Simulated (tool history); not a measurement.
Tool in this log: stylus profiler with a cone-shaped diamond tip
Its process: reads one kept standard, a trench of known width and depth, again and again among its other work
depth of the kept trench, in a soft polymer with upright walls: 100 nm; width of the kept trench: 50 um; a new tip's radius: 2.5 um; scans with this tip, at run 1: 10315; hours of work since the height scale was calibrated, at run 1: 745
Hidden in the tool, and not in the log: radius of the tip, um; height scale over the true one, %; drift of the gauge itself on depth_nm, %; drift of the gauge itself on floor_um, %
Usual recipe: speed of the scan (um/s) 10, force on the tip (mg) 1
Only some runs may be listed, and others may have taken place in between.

run   hour  speed of the scan (um/s)  force on the tip (mg)  scans with this tip  hours of work since the height scale was calibrated  depth of the trench (angstrom)  width of the trench's floor (nm)
  1      0                        10                      1                10315                                                  745                          1004.9                             48520
  2   38.3                        10                      1                10661                                                  770                          1005.1                             48490
  3   78.9                        10                      1                11027                                                  796                          1005.6                             48550
  4  100.9                        10                      1                11226                                                  811                          1005.3                             48550
  5  135.7                        10                      1                11541                                                  833                          1004.9                             48520
  6  170.9                        10                      1                11859                                                  856                          1005.7                             48500
  7  212.9                        10                      1                12238                                                  884                          1005.4                             48470
  8  256.8                        17                   1.33                12635                                                  912                          1005.9                             48510
  9  274.5                        20                   0.48                12795                                                  924                            1004                             48410
 10  307.2                        20                   0.48                13091                                                  945                          1003.1                             48370
 11  334.2                        20                   0.48                13335                                                  963                          1003.8                             48350

Here are 5 independent what-if runs from the current tool condition. What would each one return?
  A  364.9                        20                   1.52                13611                                                  983                               ?                                 ?
  B  364.9                        10                   2.94                13611                                                  983                               ?                                 ?
  C  364.9                        13                   0.91                13611                                                  983                               ?                                 ?
  D  364.9                        35                      1                13611                                                  983                               ?                                 ?
  E  364.9                        10                   1.45                13611                                                  983                               ?                                 ?

run  depth of the trench (angstrom)  width of the trench's floor (nm)
  A                          1007.3                             48510
  B                          1011.7                             48540
  C                          1005.8                             48500
  D                            1005                             48310
  E                          1006.2                             48530
Had the tool no hidden state, the same runs would have come out as:
run  depth of the trench (angstrom)  width of the trench's floor (nm)
  A                          1007.4                             48530
  B                          1011.8                             48560
  C                          1005.9                             48510
  D                          1005.1                             48320
  E                          1006.3                             48550
